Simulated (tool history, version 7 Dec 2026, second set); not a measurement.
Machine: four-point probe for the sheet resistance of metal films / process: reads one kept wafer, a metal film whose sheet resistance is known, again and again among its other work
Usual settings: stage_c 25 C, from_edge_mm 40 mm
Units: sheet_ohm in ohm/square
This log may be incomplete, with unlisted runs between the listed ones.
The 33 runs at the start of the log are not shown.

run   hour  stage_c  from_edge_mm  touches since the probe head was changed  hours of work since the stage's thermometer was calibrated  sheet_ohm
 34  442.8       35            49                                     27462                                                          14   2.219676
 35  452.5       29             7                                     27677                                                          19   2.224396
 36  461.6       25            18                                     27880                                                          24   2.212188
 37  472.7       26             3                                     28126                                                          29   2.263635
 38  480.6       30            40                                     28303                                                          33   2.215083
 39  495.3       25            10                                     28630                                                          40   2.216017
 40  503.8       25            10                                     28818                                                          44   2.215675
 41  522.1       25            10                                     29225                                                          53   2.215359
 42  539.0       25            10                                     29601                                                          61   2.216112
 43  558.2       25             7                                     30027                                                          71   2.220836
 44  573.3       25             7                                     30362                                                          78   2.220442
 45  584.5       25             7                                     30612                                                          84   2.220726

Each row is a separate what-if for the run after 45, all from the same tool condition, not one after another. Results?
  A  599.1       21            14                                     30936                                                          91          ?
  B  599.1       19            73                                     30936                                                          91          ?
  C  599.1       21            16                                     30936                                                          91          ?
  D  599.1       22            14                                     30936                                                          91          ?

run  sheet_ohm
  A   2.209780
  B   2.205785
  C   2.208860
  D   2.210390
With no hidden state in the tool, these same runs would have given:
run  sheet_ohm
  A   2.217912
  B   2.213905
  C   2.216989
  D   2.218523
